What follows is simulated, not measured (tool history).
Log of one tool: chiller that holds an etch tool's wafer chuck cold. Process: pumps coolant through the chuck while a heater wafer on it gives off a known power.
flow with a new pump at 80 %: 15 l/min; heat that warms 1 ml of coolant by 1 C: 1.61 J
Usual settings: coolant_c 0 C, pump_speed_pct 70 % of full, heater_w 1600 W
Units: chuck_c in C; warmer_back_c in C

run,hour,coolant_c,pump_speed_pct,heater_w,chuck_c,warmer_back_c
1,0,0,70,1600,14.6,4.52
2,76,0,70,1600,14.7,4.61
3,113.3,0,70,1600,14.6,4.56
4,160,5,70,1600,19.8,4.6
5,245.3,5,70,1600,19.7,4.64
6,334.9,5,70,1600,19.9,4.54
7,407.5,5,70,1600,19.8,4.6
8,453.7,5,70,1600,19.7,4.62
9,502.5,5,70,1600,19.7,4.51
10,565,0,70,1600,15,4.59
11,630.2,0,70,1600,15,4.63
12,667.8,-5,70,2151,15.2,6.19
13,731.1,0,91,1550,11.5,3.41
14,785.9,0,91,1550,11.4,3.46
15,871.2,0,85,1600,12.6,3.82
16,920.7,0,85,1600,12.8,3.81
17,1004.8,4,70,920,12.5,2.67
18,1044.3,4,70,920,12.4,2.66
19,1132.8,9,70,920,17.5,2.71
20,1206.2,-1,61,1600,16,5.37
21,1286.3,-4,100,1029,3.1,2.14
22,1369.9,-7,97,831,-1.2,1.73

4 ways to go on from here, each from the tool as it stands after run 22. What would each give?
A,1412.1,-7,97,1240,?,?
B,1412.1,2,78,2213,?,?
C,1412.1,5,90,1600,?,?
D,1412.1,0,70,1600,?,?

run,chuck_c,warmer_back_c
A,1.7,2.65
B,21.2,5.85
C,17.2,3.62
D,15,4.66
Without the tool's hidden state the same runs would have given:
run,chuck_c,warmer_back_c
A,1.6,2.56
B,20.5,5.66
C,16.9,3.5
D,14.6,4.5

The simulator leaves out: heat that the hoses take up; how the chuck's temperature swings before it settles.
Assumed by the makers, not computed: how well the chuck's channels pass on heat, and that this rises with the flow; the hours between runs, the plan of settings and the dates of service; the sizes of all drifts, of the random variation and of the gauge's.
